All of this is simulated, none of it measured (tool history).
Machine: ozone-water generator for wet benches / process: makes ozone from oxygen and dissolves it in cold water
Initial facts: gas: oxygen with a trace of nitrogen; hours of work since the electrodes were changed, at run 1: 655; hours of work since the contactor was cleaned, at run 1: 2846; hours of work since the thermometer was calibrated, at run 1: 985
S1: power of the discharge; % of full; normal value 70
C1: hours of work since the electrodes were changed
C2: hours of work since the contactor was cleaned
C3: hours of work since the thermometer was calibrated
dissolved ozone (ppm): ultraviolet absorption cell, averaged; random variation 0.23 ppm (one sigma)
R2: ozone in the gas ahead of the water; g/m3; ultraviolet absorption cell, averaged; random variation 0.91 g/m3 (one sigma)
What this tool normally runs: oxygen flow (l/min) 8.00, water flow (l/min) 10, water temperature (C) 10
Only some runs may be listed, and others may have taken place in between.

{"run": 1, "hour": 0.0, "S1": 70, "oxygen flow (l/min)": 8.0, "water flow (l/min)": 10, "water temperature (C)": 10, "C1": 655, "C2": 2846, "C3": 985, "dissolved ozone (ppm)": 35.0, "R2": 150.7}
{"run": 2, "hour": 35.3, "S1": 70, "oxygen flow (l/min)": 8.0, "water flow (l/min)": 10, "water temperature (C)": 10, "C1": 688, "C2": 2879, "C3": 1018, "dissolved ozone (ppm)": 35.0, "R2": 150.3}
{"run": 3, "hour": 64.7, "S1": 70, "oxygen flow (l/min)": 8.0, "water flow (l/min)": 10, "water temperature (C)": 13, "C1": 716, "C2": 2907, "C3": 1046, "dissolved ozone (ppm)": 32.9, "R2": 152.0}
{"run": 4, "hour": 86.3, "S1": 70, "oxygen flow (l/min)": 8.0, "water flow (l/min)": 10, "water temperature (C)": 13, "C1": 737, "C2": 2928, "C3": 1066, "dissolved ozone (ppm)": 33.0, "R2": 151.1}
{"run": 5, "hour": 135.2, "S1": 70, "oxygen flow (l/min)": 8.0, "water flow (l/min)": 10, "water temperature (C)": 12, "C1": 783, "C2": 2974, "C3": 1112, "dissolved ozone (ppm)": 33.7, "R2": 149.4}
{"run": 6, "hour": 183.2, "S1": 70, "oxygen flow (l/min)": 8.0, "water flow (l/min)": 10, "water temperature (C)": 12, "C1": 828, "C2": 3019, "C3": 1158, "dissolved ozone (ppm)": 33.6, "R2": 150.1}
{"run": 7, "hour": 214.4, "S1": 70, "oxygen flow (l/min)": 8.0, "water flow (l/min)": 10, "water temperature (C)": 10, "C1": 858, "C2": 3049, "C3": 1187, "dissolved ozone (ppm)": 35.3, "R2": 150.4}
{"run": 8, "hour": 243.5, "S1": 70, "oxygen flow (l/min)": 8.0, "water flow (l/min)": 10, "water temperature (C)": 10, "C1": 885, "C2": 3076, "C3": 1215, "dissolved ozone (ppm)": 34.8, "R2": 152.2}
{"run": 9, "hour": 267.6, "S1": 70, "oxygen flow (l/min)": 8.0, "water flow (l/min)": 10, "water temperature (C)": 10, "C1": 908, "C2": 3099, "C3": 1238, "dissolved ozone (ppm)": 34.6, "R2": 151.4}
{"run": 10, "hour": 304.1, "S1": 52, "oxygen flow (l/min)": 8.0, "water flow (l/min)": 10, "water temperature (C)": 10, "C1": 942, "C2": 3133, "C3": 1272, "dissolved ozone (ppm)": 28.6, "R2": 123.5}
{"run": 11, "hour": 336.1, "S1": 70, "oxygen flow (l/min)": 8.0, "water flow (l/min)": 11, "water temperature (C)": 10, "C1": 973, "C2": 3164, "C3": 1302, "dissolved ozone (ppm)": 32.8, "R2": 149.6}
{"run": 12, "hour": 374.6, "S1": 70, "oxygen flow (l/min)": 8.0, "water flow (l/min)": 11, "water temperature (C)": 10, "C1": 1009, "C2": 3200, "C3": 1339, "dissolved ozone (ppm)": 33.6, "R2": 149.7}
{"run": 13, "hour": 413.9, "S1": 70, "oxygen flow (l/min)": 6.31, "water flow (l/min)": 11, "water temperature (C)": 10, "C1": 1046, "C2": 3237, "C3": 1376, "dissolved ozone (ppm)": 32.9, "R2": 163.5}
{"run": 14, "hour": 445.5, "S1": 44, "oxygen flow (l/min)": 8.0, "water flow (l/min)": 10, "water temperature (C)": 17, "C1": 1076, "C2": 3267, "C3": 1406, "dissolved ozone (ppm)": 21.9, "R2": 109.4}
{"run": 15, "hour": 486.9, "S1": 70, "oxygen flow (l/min)": 8.0, "water flow (l/min)": 10, "water temperature (C)": 9, "C1": 1115, "C2": 3306, "C3": 1445, "dissolved ozone (ppm)": 36.0, "R2": 149.4}
{"run": 16, "hour": 508.7, "S1": 70, "oxygen flow (l/min)": 8.0, "water flow (l/min)": 15, "water temperature (C)": 16, "C1": 1136, "C2": 3327, "C3": 1465, "dissolved ozone (ppm)": 24.1, "R2": 149.7}
{"run": 17, "hour": 549.3, "S1": 70, "oxygen flow (l/min)": 8.0, "water flow (l/min)": 15, "water temperature (C)": 16, "C1": 1174, "C2": 3365, "C3": 1504, "dissolved ozone (ppm)": 24.0, "R2": 151.3}
{"run": 18, "hour": 590.9, "S1": 70, "oxygen flow (l/min)": 8.0, "water flow (l/min)": 10, "water temperature (C)": 16, "C1": 1213, "C2": 3404, "C3": 1543, "dissolved ozone (ppm)": 31.1, "R2": 151.1}
{"run": 19, "hour": 619.6, "S1": 42, "oxygen flow (l/min)": 8.0, "water flow (l/min)": 10, "water temperature (C)": 13, "C1": 1240, "C2": 3431, "C3": 1570, "dissolved ozone (ppm)": 23.2, "R2": 106.6}
{"run": 20, "hour": 649.7, "S1": 87, "oxygen flow (l/min)": 13.24, "water flow (l/min)": 6, "water temperature (C)": 6, "C1": 1269, "C2": 3460, "C3": 1599, "dissolved ozone (ppm)": 53.8, "R2": 148.0}
{"run": 21, "hour": 673.9, "S1": 87, "oxygen flow (l/min)": 13.24, "water flow (l/min)": 6, "water temperature (C)": 6, "C1": 1292, "C2": 3483, "C3": 1621, "dissolved ozone (ppm)": 54.3, "R2": 148.7}
{"run": 22, "hour": 708.9, "S1": 70, "oxygen flow (l/min)": 10.46, "water flow (l/min)": 10, "water temperature (C)": 13, "C1": 1325, "C2": 3516, "C3": 1655, "dissolved ozone (ppm)": 32.3, "R2": 138.3}
{"run": 23, "hour": 751.5, "S1": 70, "oxygen flow (l/min)": 10.46, "water flow (l/min)": 10, "water temperature (C)": 13, "C1": 1365, "C2": 3556, "C3": 1695, "dissolved ozone (ppm)": 32.6, "R2": 138.5}

4 options for the next run, each taken on its own from the tool as it stands now. Forecast them:
{"run": "A", "hour": 797.2, "S1": 98, "oxygen flow (l/min)": 10.46, "water flow (l/min)": 10, "water temperature (C)": 13, "C1": 1408, "C2": 3599, "C3": 1738, "dissolved ozone (ppm)": "?", "R2": "?"}
{"run": "B", "hour": 797.2, "S1": 48, "oxygen flow (l/min)": 5.41, "water flow (l/min)": 10, "water temperature (C)": 13, "C1": 1408, "C2": 3599, "C3": 1738, "dissolved ozone (ppm)": "?", "R2": "?"}
{"run": "C", "hour": 797.2, "S1": 70, "oxygen flow (l/min)": 10.46, "water flow (l/min)": 12, "water temperature (C)": 13, "C1": 1408, "C2": 3599, "C3": 1738, "dissolved ozone (ppm)": "?", "R2": "?"}
{"run": "D", "hour": 797.2, "S1": 74, "oxygen flow (l/min)": 13.88, "water flow (l/min)": 10, "water temperature (C)": 13, "C1": 1408, "C2": 3599, "C3": 1738, "dissolved ozone (ppm)": "?", "R2": "?"}

run=A dissolved_ozone_(ppm)=41.0 R2=174.9
run=B dissolved_ozone_(ppm)=24.9 R2=131.3
run=C dissolved_ozone_(ppm)=29.4 R2=137.1
run=D dissolved_ozone_(ppm)=33.1 R2=129.8
Had the tool no hidden state, the same runs would have come out as:
run=A dissolved_ozone_(ppm)=41.1 R2=175.0
run=B dissolved_ozone_(ppm)=24.9 R2=131.4
run=C dissolved_ozone_(ppm)=29.4 R2=137.2
run=D dissolved_ozone_(ppm)=33.1 R2=129.8

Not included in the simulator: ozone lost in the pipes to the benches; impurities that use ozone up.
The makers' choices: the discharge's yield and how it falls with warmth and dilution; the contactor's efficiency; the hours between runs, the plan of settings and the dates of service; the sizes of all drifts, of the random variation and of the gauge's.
